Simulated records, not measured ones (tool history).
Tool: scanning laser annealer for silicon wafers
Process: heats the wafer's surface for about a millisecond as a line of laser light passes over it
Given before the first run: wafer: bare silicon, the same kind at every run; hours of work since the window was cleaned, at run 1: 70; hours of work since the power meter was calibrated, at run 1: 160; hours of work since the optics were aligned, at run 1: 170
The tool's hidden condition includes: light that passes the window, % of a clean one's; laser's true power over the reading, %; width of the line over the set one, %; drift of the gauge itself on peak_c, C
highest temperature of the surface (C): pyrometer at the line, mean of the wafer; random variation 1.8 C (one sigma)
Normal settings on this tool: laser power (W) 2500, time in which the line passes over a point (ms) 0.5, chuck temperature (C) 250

run,hour,laser power (W),time in which the line passes over a point (ms),chuck temperature (C),hours of work since the window was cleaned,hours of work since the power meter was calibrated,hours of work since the optics were aligned,highest temperature of the surface (C)
1,0,2500,0.5,250,70,160,170,972
2,6.2,2500,0.5,250,73,163,172,976
3,16.9,2500,0.5,252,77,168,177,976
4,25.8,2500,0.5,276,82,172,181,997
5,32.9,2500,0.5,276,85,175,185,999
6,39.2,2500,0.5,276,88,178,188,997
7,53.6,2500,0.5,276,94,185,194,1001
8,62.5,2500,0.5,250,98,189,198,973
9,75.8,2500,0.5,250,105,195,204,973
10,85.9,2500,0.5,250,109,200,209,970
11,97.1,2500,0.5,250,114,205,214,972
12,105.2,2500,0.5,250,118,209,218,970
13,113.3,2228,0.372,284,122,212,222,849
14,124.9,2220,0.494,286,127,218,227,920
15,138.7,2652,0.38,246,134,224,233,925
16,148.2,2652,0.38,246,138,229,238,924
17,155.7,2519,0.5,250,141,232,241,979
18,168.5,2601,0.614,286,147,238,247,1106
19,175.6,2601,0.614,286,151,241,250,1111

Predict each of these 4 candidate next runs independently; none follows another, all start after run 19:
A,190.1,2601,0.509,239,157,248,257,?
B,190.1,2695,0.614,229,157,248,257,?
C,190.1,2157,0.385,286,157,248,257,?
D,190.1,2234,0.451,250,157,248,257,?

run,highest temperature of the surface (C)
A,997
B,1084
C,839
D,865
With no hidden state in the tool, these same runs would have given:
run,highest temperature of the surface (C)
A,997
B,1084
C,840
D,865

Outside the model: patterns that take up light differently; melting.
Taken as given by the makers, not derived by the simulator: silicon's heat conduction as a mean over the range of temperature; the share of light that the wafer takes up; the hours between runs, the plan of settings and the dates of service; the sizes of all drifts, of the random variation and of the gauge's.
